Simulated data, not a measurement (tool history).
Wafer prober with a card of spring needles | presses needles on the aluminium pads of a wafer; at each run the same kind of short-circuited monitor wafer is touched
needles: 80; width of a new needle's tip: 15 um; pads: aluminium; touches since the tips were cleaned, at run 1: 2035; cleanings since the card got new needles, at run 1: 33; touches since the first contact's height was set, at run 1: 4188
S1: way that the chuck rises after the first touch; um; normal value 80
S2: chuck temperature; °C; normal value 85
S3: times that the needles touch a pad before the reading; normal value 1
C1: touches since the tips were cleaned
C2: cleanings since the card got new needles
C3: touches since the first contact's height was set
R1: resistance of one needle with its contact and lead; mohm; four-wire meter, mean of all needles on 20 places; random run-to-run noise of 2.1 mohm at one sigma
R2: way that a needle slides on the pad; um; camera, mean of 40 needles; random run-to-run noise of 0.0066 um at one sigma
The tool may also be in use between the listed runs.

run	hour	S1	S2	S3	C1	C2	C3	R1	R2
1	0.0	80	85	1	2035	33	4188	225	14.448
2	28.4	80	85	1	7299	33	9452	224	14.443
# hour 39.1: tips cleaned on abrasive film
# hour 89.3: tips cleaned on abrasive film
3	90.8	80	85	1	272	35	20970	227	14.431
# hour 137.3: tips cleaned on abrasive film
4	148.9	88	85	1	2147	36	31731	223	15.866
# hour 185.6: tips cleaned on abrasive film
5	186.8	88	85	1	223	37	38727	223	15.875
6	219.4	80	108	1	6269	37	44773	232	14.426
# hour 234.0: tips cleaned on abrasive film
7	251.2	80	108	1	3195	38	50651	228	14.428
# hour 281.0: tips cleaned on abrasive film
8	284.0	80	108	1	542	39	56703	233	14.423
9	324.9	80	40	1	8132	39	64293	214	14.412
# hour 331.5: tips cleaned on abrasive film
# hour 381.0: tips cleaned on abrasive film
10	393.8	80	40	1	2365	41	77016	215	14.419
# hour 433.3: tips cleaned on abrasive film
11	435.3	80	40	1	370	42	84701	214	14.411
# hour 480.9: tips cleaned on abrasive film
12	481.4	80	85	2	95	43	93226	224	14.394
# hour 527.8: tips cleaned on abrasive film
13	543.8	78	85	2	2959	44	104767	225	14.038
# hour 578.5: tips cleaned on abrasive film
# hour 578.8: height of the first contact set anew
14	583.6	78	85	2	890	45	890	222	14.025
# hour 627.6: tips cleaned on abrasive film
15	646.7	80	85	1	3533	46	12564	228	14.389
# hour 675.3: tips cleaned on abrasive film
16	709.8	80	85	1	6378	47	24233	223	14.375
# hour 724.3: tips cleaned on abrasive film
# hour 772.5: tips cleaned on abrasive film
17	775.6	84	82	2	575	49	36396	225	15.092
# hour 820.0: tips cleaned on abrasive film
18	820.3	84	82	2	50	50	44658	224	15.091
# hour 869.4: tips cleaned on abrasive film
19	882.5	100	40	3	2421	51	56172	212	17.952
# hour 921.2: tips cleaned on abrasive film
20	952.1	83	40	3	5730	52	69062	213	14.897
# hour 968.7: tips cleaned on abrasive film
21	997.4	87	40	1	5326	53	77438	212	15.611
# hour 1015.2: tips cleaned on abrasive film
22	1052.5	80	85	1	6910	54	87630	228	14.344
# hour 1062.4: tips cleaned on abrasive film
23	1107.3	70	50	1	8331	55	97768	221	12.551
# hour 1112.5: tips cleaned on abrasive film
# hour 1162.2: tips cleaned on abrasive film
24	1171.6	70	50	1	1750	57	109643	219	12.540
# hour 1180.7: height of the first contact set anew
# hour 1213.3: tips cleaned on abrasive film
25	1236.2	70	50	1	4239	58	10273	217	12.540
# hour 1263.0: tips cleaned on abrasive film
26	1271.3	81	50	3	1538	59	16750	218	14.501
# hour 1311.2: tips cleaned on abrasive film
27	1324.1	91	116	3	2389	60	26517	229	16.303
# hour 1360.0: tips cleaned on abrasive film
28	1394.5	91	70	3	6393	61	39543	223	16.288
# hour 1408.0: tips cleaned on abrasive film
# hour 1455.2: tips cleaned on abrasive film
29	1464.8	80	84	1	1786	63	52551	226	14.306
# hour 1505.1: tips cleaned on abrasive film
30	1516.1	95	84	2	2051	64	62041	222	16.993
# hour 1554.4: tips cleaned on abrasive film
31	1580.4	95	84	2	4815	65	73922	219	16.988
# hour 1603.8: tips cleaned on abrasive film
32	1630.9	77	41	1	5039	66	83279	210	13.762

Hidden state at the last listed run before each entry between runs and at the first one after, where it differs:
In the gap between runs 2 and 3: tips cleaned on abrasive film (hour 39.1); tips cleaned on abrasive film (hour 89.3)
  debris on the tips, nm: 1.7 -> 0.3; drift of the gauge itself on scrub_um, %: -0.02 -> -0.06
  difference, measured minus the result without the unlogged condition, R2: -0.003 -> -0.009 um
In the gap between runs 3 and 4: tips cleaned on abrasive film (hour 137.3)
  debris on the tips, nm: 0.3 -> 1.1; drift of the gauge itself on scrub_um, %: -0.06 -> -0.1
  difference, measured minus the result without the unlogged condition, R2: -0.009 -> -0.016 um
In the gap between runs 4 and 5: tips cleaned on abrasive film (hour 185.6)
  debris on the tips, nm: 1.1 -> 0.3; drift of the gauge itself on scrub_um, %: -0.1 -> -0.12
  difference, measured minus the result without the unlogged condition, R2: -0.016 -> -0.020 um
In the gap between runs 6 and 7: tips cleaned on abrasive film (hour 234.0)
  debris on the tips, nm: 1.6 -> 1.3; way that the needles fall short of the set height, um: 0 -> 0.01; drift of the gauge itself on scrub_um, %: -0.14 -> -0.16
  difference, measured minus the result without the unlogged condition, R2: -0.021 -> -0.025 um
In the gap between runs 7 and 8: tips cleaned on abrasive film (hour 281.0)
  debris on the tips, nm: 1.3 -> 0.4; drift of the gauge itself on scrub_um, %: -0.16 -> -0.19
  difference, measured minus the result without the unlogged condition, R2: -0.025 -> -0.028 um
In the gap between runs 9 and 10: tips cleaned on abrasive film (hour 331.5); tips cleaned on abrasive film (hour 381.0)
  debris on the tips, nm: 1.7 -> 1.1; drift of the gauge itself on scrub_um, %: -0.21 -> -0.26
  difference, measured minus the result without the unlogged condition, R2: -0.031 -> -0.039 um
In the gap between runs 10 and 11: tips cleaned on abrasive film (hour 433.3)
  debris on the tips, nm: 1.1 -> 0.4; drift of the gauge itself on scrub_um, %: -0.26 -> -0.28
  difference, measured minus the result without the unlogged condition, R2: -0.039 -> -0.042 um
In the gap between runs 11 and 12: tips cleaned on abrasive film (hour 480.9)
  debris on the tips, nm: 0.4 -> 0.3; drift of the gauge itself on scrub_um, %: -0.28 -> -0.31
  difference, measured minus the result without the unlogged condition, R2: -0.042 -> -0.047 um
In the gap between runs 12 and 13: tips cleaned on abrasive film (hour 527.8)
  debris on the tips, nm: 0.3 -> 1.2; drift of the gauge itself on scrub_um, %: -0.31 -> -0.35
  difference, measured minus the result without the unlogged condition, R2: -0.047 -> -0.052 um
In the gap between runs 13 and 14: tips cleaned on abrasive film (hour 578.5); height of the first contact set anew (hour 578.8)
  debris on the tips, nm: 1.2 -> 0.5; way that the needles fall short of the set height, um: 0.01 -> 0; tips' diameter, um: 15.01 -> 15.02; drift of the gauge itself on scrub_um, %: -0.35 -> -0.38
  difference, measured minus the result without the unlogged condition, R2: -0.052 -> -0.053 um
In the gap between runs 14 and 15: tips cleaned on abrasive film (hour 627.6)
  debris on the tips, nm: 0.5 -> 1.3; drift of the gauge itself on scrub_um, %: -0.38 -> -0.42
  difference, measured minus the result without the unlogged condition, R2: -0.053 -> -0.061 um
In the gap between runs 15 and 16: tips cleaned on abrasive film (hour 675.3)
  debris on the tips, nm: 1.3 -> 1.6; drift of the gauge itself on scrub_um, %: -0.42 -> -0.46
  difference, measured minus the result without the unlogged condition, R2: -0.061 -> -0.067 um
In the gap between runs 16 and 17: tips cleaned on abrasive film (hour 724.3); tips cleaned on abrasive film (hour 772.5)
  debris on the tips, nm: 1.6 -> 0.4; drift of the gauge itself on scrub_um, %: -0.46 -> -0.51
  difference, measured minus the result without the unlogged condition, R2: -0.067 -> -0.077 um
In the gap between runs 17 and 18: tips cleaned on abrasive film (hour 820.0)
  debris on the tips, nm: 0.4 -> 0.2; drift of the gauge itself on scrub_um, %: -0.51 -> -0.53
  difference, measured minus the result without the unlogged condition, R2: -0.077 -> -0.082 um
In the gap between runs 18 and 19: tips cleaned on abrasive film (hour 869.4)
  debris on the tips, nm: 0.2 -> 1.1; way that the needles fall short of the set height, um: 0 -> 0.01; drift of the gauge itself on scrub_um, %: -0.53 -> -0.58
  difference, measured minus the result without the unlogged condition, R2: -0.082 -> -0.104 um
In the gap between runs 19 and 20: tips cleaned on abrasive film (hour 921.2)
  debris on the tips, nm: 1.1 -> 1.6; drift of the gauge itself on scrub_um, %: -0.58 -> -0.62
  difference, measured minus the result without the unlogged condition, R2: -0.104 -> -0.094 um
In the gap between runs 20 and 21: tips cleaned on abrasive film (hour 968.7)
  debris on the tips, nm: 1.6 -> 1.5; drift of the gauge itself on scrub_um, %: -0.62 -> -0.65
  difference, measured minus the result without the unlogged condition, R2: -0.094 -> -0.104 um
In the gap between runs 21 and 22: tips cleaned on abrasive film (hour 1015.2)
  debris on the tips, nm: 1.5 -> 1.7; drift of the gauge itself on scrub_um, %: -0.65 -> -0.69
  difference, measured minus the result without the unlogged condition, R2: -0.104 -> -0.100 um
In the gap between runs 22 and 23: tips cleaned on abrasive film (hour 1062.4)
  drift of the gauge itself on scrub_um, %: -0.69 -> -0.72
  difference, measured minus the result without the unlogged condition, R2: -0.100 -> -0.093 um
In the gap between runs 23 and 24: tips cleaned on abrasive film (hour 1112.5); tips cleaned on abrasive film (hour 1162.2)
  debris on the tips, nm: 1.7 -> 0.8; drift of the gauge itself on scrub_um, %: -0.72 -> -0.76
  difference, measured minus the result without the unlogged condition, R2: -0.093 -> -0.098 um
In the gap between runs 24 and 25: height of the first contact set anew (hour 1180.7); tips cleaned on abrasive film (hour 1213.3)
  debris on the tips, nm: 0.8 -> 1.4; way that the needles fall short of the set height, um: 0.01 -> 0; drift of the gauge itself on scrub_um, %: -0.76 -> -0.81
  difference, measured minus the result without the unlogged condition, R2: -0.098 -> -0.102 um
In the gap between runs 25 and 26: tips cleaned on abrasive film (hour 1263.0)
  debris on the tips, nm: 1.4 -> 0.8; drift of the gauge itself on scrub_um, %: -0.81 -> -0.83
  difference, measured minus the result without the unlogged condition, R2: -0.102 -> -0.121 um
In the gap between runs 26 and 27: tips cleaned on abrasive film (hour 1311.2)
  debris on the tips, nm: 0.8 -> 1.1; drift of the gauge itself on scrub_um, %: -0.83 -> -0.86
  difference, measured minus the result without the unlogged condition, R2: -0.121 -> -0.143 um
In the gap between runs 27 and 28: tips cleaned on abrasive film (hour 1360.0)
  debris on the tips, nm: 1.1 -> 1.6; drift of the gauge itself on scrub_um, %: -0.86 -> -0.91
  difference, measured minus the result without the unlogged condition, R2: -0.143 -> -0.150 um
In the gap between runs 28 and 29: tips cleaned on abrasive film (hour 1408.0); tips cleaned on abrasive film (hour 1455.2)
  debris on the tips, nm: 1.6 -> 0.9; drift of the gauge itself on scrub_um, %: -0.91 -> -0.95
  difference, measured minus the result without the unlogged condition, R2: -0.150 -> -0.139 um
In the gap between runs 29 and 30: tips cleaned on abrasive film (hour 1505.1)
  debris on the tips, nm: 0.9 -> 1.1; way that the needles fall short of the set height, um: 0 -> 0.01; drift of the gauge itself on scrub_um, %: -0.95 -> -0.99
  difference, measured minus the result without the unlogged condition, R2: -0.139 -> -0.171 um
In the gap between runs 30 and 31: tips cleaned on abrasive film (hour 1554.4)
  debris on the tips, nm: 1.1 -> 1.6; drift of the gauge itself on scrub_um, %: -0.99 -> -1.03
  difference, measured minus the result without the unlogged condition, R2: -0.171 -> -0.178 um
In the gap between runs 31 and 32: tips cleaned on abrasive film (hour 1603.8)
  debris on the tips, nm: 1.6 -> 1.5; drift of the gauge itself on scrub_um, %: -1.03 -> -1.06
  difference, measured minus the result without the unlogged condition, R2: -0.178 -> -0.149 um
